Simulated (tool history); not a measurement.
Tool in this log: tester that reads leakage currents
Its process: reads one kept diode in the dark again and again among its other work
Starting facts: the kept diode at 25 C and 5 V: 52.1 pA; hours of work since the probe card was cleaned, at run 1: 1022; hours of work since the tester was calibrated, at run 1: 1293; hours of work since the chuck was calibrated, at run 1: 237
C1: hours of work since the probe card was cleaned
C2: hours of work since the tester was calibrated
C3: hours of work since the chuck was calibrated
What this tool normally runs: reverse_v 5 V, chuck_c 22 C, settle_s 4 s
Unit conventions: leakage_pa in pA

run 1 hour=0 | reverse_v=5 chuck_c=22 settle_s=4 | C1=1022 C2=1293 C3=237 | leakage_pa=40.81
run 2 hour=50.3 | reverse_v=1.08 chuck_c=22 settle_s=4 | C1=1059 C2=1330 C3=275 | leakage_pa=23.24
run 3 hour=84.4 | reverse_v=5 chuck_c=22 settle_s=4 | C1=1085 C2=1356 C3=300 | leakage_pa=40.82
run 4 hour=134.3 | reverse_v=5 chuck_c=22 settle_s=4 | C1=1122 C2=1393 C3=337 | leakage_pa=40.82
run 5 hour=189.3 | reverse_v=5 chuck_c=22 settle_s=4 | C1=1163 C2=1434 C3=378 | leakage_pa=40.9
run 6 hour=222.6 | reverse_v=5 chuck_c=22 settle_s=4 | C1=1188 C2=1458 C3=403 | leakage_pa=40.9
run 7 hour=265.3 | reverse_v=4.05 chuck_c=55 settle_s=2.89 | C1=1219 C2=1490 C3=435 | leakage_pa=488.49
run 8 hour=308.8 | reverse_v=8.46 chuck_c=22 settle_s=5.59 | C1=1252 C2=1523 C3=467 | leakage_pa=49.45

Expected results for the next run?
run 9 hour=358.5 | reverse_v=6.08 chuck_c=34 settle_s=1.7 | C1=1289 C2=1560 C3=504 | leakage_pa=?

Logged for run 9: leakage_pa 118.95 pA.
The same run, on a tool lacking any hidden state, would have yielded leakage_pa 118.83 pA.
